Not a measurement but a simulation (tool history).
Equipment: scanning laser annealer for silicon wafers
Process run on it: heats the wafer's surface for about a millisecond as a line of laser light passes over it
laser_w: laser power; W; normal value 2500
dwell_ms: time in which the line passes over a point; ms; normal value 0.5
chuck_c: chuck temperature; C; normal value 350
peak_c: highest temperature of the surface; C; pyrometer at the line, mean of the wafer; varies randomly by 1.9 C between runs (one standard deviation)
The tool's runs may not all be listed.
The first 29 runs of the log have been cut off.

run	hour	laser_w	dwell_ms	chuck_c	peak_c
30	969.1	2577	0.612	341	1195
31	993.7	2577	0.612	341	1199
32	1011.7	2577	0.612	341	1199
33	1053.6	2577	0.612	341	1203
34	1094.9	2577	0.612	341	1196
35	1133	2550	0.588	329	1159
36	1152.7	2561	0.371	323	973
37	1189.7	2298	0.448	330	962
# hour 1205.2: optics aligned, line set to its width
38	1219.9	2298	0.448	330	959
39	1252.6	2656	0.5	385	1183
# hour 1281.7: window over the wafer cleaned
40	1290.4	2665	0.377	385	1072

Branching from run 40: 3 alternative next runs. What would each branch give?
A	1318.5	2307	0.413	335	?
B	1318.5	2500	0.584	350	?
C	1318.5	2500	0.585	311	?

run	peak_c
A	942
B	1159
C	1115
Take away the tool's hidden state, keep each run's random variation, and the runs would have read:
run	peak_c
A	943
B	1159
C	1115

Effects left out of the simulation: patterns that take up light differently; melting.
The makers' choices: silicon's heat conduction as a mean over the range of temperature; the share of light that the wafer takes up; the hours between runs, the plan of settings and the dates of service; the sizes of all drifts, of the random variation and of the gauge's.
